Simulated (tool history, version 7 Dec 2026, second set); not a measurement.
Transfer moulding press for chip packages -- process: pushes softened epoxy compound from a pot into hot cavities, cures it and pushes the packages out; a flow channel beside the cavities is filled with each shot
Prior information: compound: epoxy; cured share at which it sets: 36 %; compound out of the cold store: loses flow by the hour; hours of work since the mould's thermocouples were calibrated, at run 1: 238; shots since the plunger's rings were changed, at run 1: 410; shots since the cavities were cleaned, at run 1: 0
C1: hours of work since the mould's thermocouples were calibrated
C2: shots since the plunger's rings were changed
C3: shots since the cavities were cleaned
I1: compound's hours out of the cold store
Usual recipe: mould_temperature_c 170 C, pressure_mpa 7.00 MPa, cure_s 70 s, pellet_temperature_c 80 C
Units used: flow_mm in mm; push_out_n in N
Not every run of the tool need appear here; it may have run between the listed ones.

run 1 hour=0.0 | mould_temperature_c=170 pressure_mpa=7.00 cure_s=70 pellet_temperature_c=80 | C1=238 C2=410 C3=0 | I1=14.9 | flow_mm=633 push_out_n=622
run 2 hour=9.8 | mould_temperature_c=170 pressure_mpa=7.00 cure_s=70 pellet_temperature_c=80 | C1=245 C2=562 C3=152 | I1=41.2 | flow_mm=578 push_out_n=638
run 3 hour=18.3 | mould_temperature_c=170 pressure_mpa=7.00 cure_s=70 pellet_temperature_c=80 | C1=252 C2=695 C3=285 | I1=19.3 | flow_mm=627 push_out_n=763
run 4 hour=27.5 | mould_temperature_c=170 pressure_mpa=7.00 cure_s=70 pellet_temperature_c=83 | C1=258 C2=838 C3=428 | I1=35.1 | flow_mm=583 push_out_n=817
run 5 hour=35.6 | mould_temperature_c=170 pressure_mpa=7.00 cure_s=70 pellet_temperature_c=83 | C1=264 C2=963 C3=553 | I1=24.6 | flow_mm=607 push_out_n=848
run 6 hour=42.0 | mould_temperature_c=170 pressure_mpa=7.00 cure_s=70 pellet_temperature_c=83 | C1=269 C2=1064 C3=654 | I1=38.9 | flow_mm=580 push_out_n=821
-- hour=47.6 cavities cleaned with cleaning compound and waxed
run 7 hour=51.9 | mould_temperature_c=170 pressure_mpa=7.00 cure_s=70 pellet_temperature_c=83 | C1=275 C2=1195 C3=68 | I1=8.9 | flow_mm=642 push_out_n=657
run 8 hour=62.5 | mould_temperature_c=175 pressure_mpa=7.00 cure_s=70 pellet_temperature_c=83 | C1=283 C2=1359 C3=232 | I1=34.5 | flow_mm=573 push_out_n=536
run 9 hour=70.8 | mould_temperature_c=175 pressure_mpa=7.00 cure_s=70 pellet_temperature_c=83 | C1=289 C2=1488 C3=361 | I1=39.1 | flow_mm=565 push_out_n=573
run 10 hour=75.5 | mould_temperature_c=175 pressure_mpa=7.00 cure_s=97 pellet_temperature_c=83 | C1=292 C2=1562 C3=435 | I1=17.3 | flow_mm=609 push_out_n=500
run 11 hour=82.6 | mould_temperature_c=170 pressure_mpa=7.00 cure_s=70 pellet_temperature_c=80 | C1=297 C2=1673 C3=546 | I1=28.8 | flow_mm=592 push_out_n=834
run 12 hour=88.5 | mould_temperature_c=170 pressure_mpa=7.00 cure_s=70 pellet_temperature_c=80 | C1=302 C2=1764 C3=637 | I1=25.4 | flow_mm=600 push_out_n=869
run 13 hour=93.1 | mould_temperature_c=170 pressure_mpa=7.00 cure_s=70 pellet_temperature_c=80 | C1=305 C2=1835 C3=708 | I1=32.9 | flow_mm=580 push_out_n=895
-- hour=95.3 cavities cleaned with cleaning compound and waxed
run 14 hour=102.5 | mould_temperature_c=170 pressure_mpa=7.00 cure_s=70 pellet_temperature_c=80 | C1=311 C2=1959 C3=113 | I1=37.2 | flow_mm=573 push_out_n=641
run 15 hour=110.6 | mould_temperature_c=170 pressure_mpa=8.79 cure_s=70 pellet_temperature_c=80 | C1=317 C2=2084 C3=238 | I1=40.2 | flow_mm=622 push_out_n=665
run 16 hour=115.5 | mould_temperature_c=170 pressure_mpa=8.79 cure_s=70 pellet_temperature_c=80 | C1=320 C2=2161 C3=315 | I1=9.2 | flow_mm=708 push_out_n=788
run 17 hour=125.9 | mould_temperature_c=170 pressure_mpa=8.04 cure_s=68 pellet_temperature_c=80 | C1=328 C2=2323 C3=477 | I1=44.5 | flow_mm=583 push_out_n=846
run 18 hour=131.9 | mould_temperature_c=177 pressure_mpa=8.02 cure_s=53 pellet_temperature_c=80 | C1=332 C2=2416 C3=570 | I1=32.8 | flow_mm=604 push_out_n=1128
-- hour=143.2 cavities cleaned with cleaning compound and waxed
run 19 hour=143.3 | mould_temperature_c=165 pressure_mpa=6.07 cure_s=65 pellet_temperature_c=80 | C1=339 C2=2571 C3=2 | I1=45.4 | flow_mm=513 push_out_n=949
run 20 hour=153.0 | mould_temperature_c=177 pressure_mpa=6.07 cure_s=102 pellet_temperature_c=80 | C1=347 C2=2721 C3=152 | I1=41.5 | flow_mm=496 push_out_n=407
-- hour=161.3 plunger's sealing rings changed
run 21 hour=163.5 | mould_temperature_c=174 pressure_mpa=7.40 cure_s=71 pellet_temperature_c=73 | C1=352 C2=34 C3=276 | I1=34.9 | flow_mm=601 push_out_n=541
run 22 hour=167.9 | mould_temperature_c=174 pressure_mpa=5.73 cure_s=87 pellet_temperature_c=90 | C1=356 C2=103 C3=345 | I1=13.4 | flow_mm=585 push_out_n=486
run 23 hour=172.3 | mould_temperature_c=167 pressure_mpa=7.00 cure_s=67 pellet_temperature_c=84 | C1=359 C2=172 C3=414 | I1=32.3 | flow_mm=602 push_out_n=1083
run 24 hour=182.2 | mould_temperature_c=170 pressure_mpa=7.00 cure_s=70 pellet_temperature_c=80 | C1=366 C2=326 C3=568 | I1=12.6 | flow_mm=648 push_out_n=899
run 25 hour=189.7 | mould_temperature_c=171 pressure_mpa=7.00 cure_s=70 pellet_temperature_c=86 | C1=372 C2=443 C3=685 | I1=33.6 | flow_mm=589 push_out_n=729
-- hour=193.5 cavities cleaned with cleaning compound and waxed
run 26 hour=197.7 | mould_temperature_c=170 pressure_mpa=8.42 cure_s=70 pellet_temperature_c=80 | C1=376 C2=544 C3=66 | I1=47.2 | flow_mm=620 push_out_n=600
run 27 hour=207.9 | mould_temperature_c=170 pressure_mpa=8.42 cure_s=70 pellet_temperature_c=80 | C1=384 C2=703 C3=225 | I1=43.4 | flow_mm=618 push_out_n=669
run 28 hour=212.6 | mould_temperature_c=170 pressure_mpa=8.42 cure_s=70 pellet_temperature_c=80 | C1=387 C2=775 C3=297 | I1=33.8 | flow_mm=648 push_out_n=735

What if the next run were any one of these 3? Each begins from the tool's condition after run 28:
run A hour=219.1 | mould_temperature_c=170 pressure_mpa=7.00 cure_s=70 pellet_temperature_c=86 | C1=392 C2=877 C3=399 | I1=33.2 | flow_mm=? push_out_n=?
run B hour=219.1 | mould_temperature_c=170 pressure_mpa=8.42 cure_s=70 pellet_temperature_c=89 | C1=392 C2=877 C3=399 | I1=36.8 | flow_mm=? push_out_n=?
run C hour=219.1 | mould_temperature_c=170 pressure_mpa=7.00 cure_s=94 pellet_temperature_c=81 | C1=392 C2=877 C3=399 | I1=28.7 | flow_mm=? push_out_n=?

run=A flow_mm=590 push_out_n=750
run=B flow_mm=636 push_out_n=721
run=C flow_mm=591 push_out_n=499
Take away the tool's hidden state, keep each run's random variation, and the runs would have read:
run=A flow_mm=605 push_out_n=581
run=B flow_mm=652 push_out_n=558
run=C flow_mm=607 push_out_n=368
